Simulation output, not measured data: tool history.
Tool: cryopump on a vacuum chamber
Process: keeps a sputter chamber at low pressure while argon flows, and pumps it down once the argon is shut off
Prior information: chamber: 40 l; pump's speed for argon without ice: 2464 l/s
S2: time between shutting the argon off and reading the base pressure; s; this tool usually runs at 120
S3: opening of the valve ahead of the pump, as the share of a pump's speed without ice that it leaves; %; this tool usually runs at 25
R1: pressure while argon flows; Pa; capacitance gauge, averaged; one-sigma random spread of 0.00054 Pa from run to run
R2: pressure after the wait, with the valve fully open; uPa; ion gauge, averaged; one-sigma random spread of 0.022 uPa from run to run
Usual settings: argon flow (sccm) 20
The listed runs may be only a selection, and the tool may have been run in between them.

run 1 hour=0.0 | argon_flow_(sccm)=20 S2=120 S3=25 | R1=0.0550 R2=1.28
run 2 hour=12.9 | argon_flow_(sccm)=20 S2=120 S3=25 | R1=0.0553 R2=1.34
run 3 hour=22.8 | argon_flow_(sccm)=20 S2=120 S3=25 | R1=0.0559 R2=1.35
run 4 hour=29.1 | argon_flow_(sccm)=20 S2=120 S3=25 | R1=0.0565 R2=1.36
run 5 hour=42.5 | argon_flow_(sccm)=20 S2=120 S3=25 | R1=0.0554 R2=1.31
run 6 hour=53.8 | argon_flow_(sccm)=20 S2=38 S3=25 | R1=0.0553 R2=2.26
run 7 hour=61.2 | argon_flow_(sccm)=20 S2=38 S3=25 | R1=0.0559 R2=2.32
run 8 hour=68.2 | argon_flow_(sccm)=20 S2=151 S3=25 | R1=0.0563 R2=1.33
run 9 hour=75.7 | argon_flow_(sccm)=20 S2=151 S3=25 | R1=0.0566 R2=1.32
run 10 hour=82.0 | argon_flow_(sccm)=25 S2=120 S3=25 | R1=0.0702 R2=1.39
run 11 hour=95.6 | argon_flow_(sccm)=20 S2=120 S3=44 | R1=0.0325 R2=1.46
run 12 hour=106.6 | argon_flow_(sccm)=20 S2=120 S3=44 | R1=0.0312 R2=1.47
run 13 hour=121.1 | argon_flow_(sccm)=13 S2=142 S3=26 | R1=0.0353 R2=1.45
run 14 hour=131.8 | argon_flow_(sccm)=20 S2=44 S3=25 | R1=0.0567 R2=2.25
run 15 hour=142.8 | argon_flow_(sccm)=20 S2=68 S3=56 | R1=0.0262 R2=1.79
run 16 hour=152.7 | argon_flow_(sccm)=12 S2=29 S3=24 | R1=0.0348 R2=2.80
run 17 hour=166.7 | argon_flow_(sccm)=20 S2=23 S3=25 | R1=0.0571 R2=3.29
run 18 hour=179.4 | argon_flow_(sccm)=20 S2=23 S3=25 | R1=0.0566 R2=3.27
run 19 hour=188.6 | argon_flow_(sccm)=20 S2=54 S3=25 | R1=0.0577 R2=2.10
run 20 hour=201.4 | argon_flow_(sccm)=20 S2=255 S3=25 | R1=0.0575 R2=1.45
run 21 hour=211.8 | argon_flow_(sccm)=29 S2=165 S3=37 | R1=0.0562 R2=1.54

Run 22 has not been measured yet. What should we expect?
run 22 hour=223.5 | argon_flow_(sccm)=24 S2=43 S3=25 | R1=? R2=?

R1: 0.0685 Pa
R2: 2.36 uPa
With the hidden condition absent and the run-to-run variation left alone, this run would have shown R1 0.0657 Pa, R2 1.23 uPa.
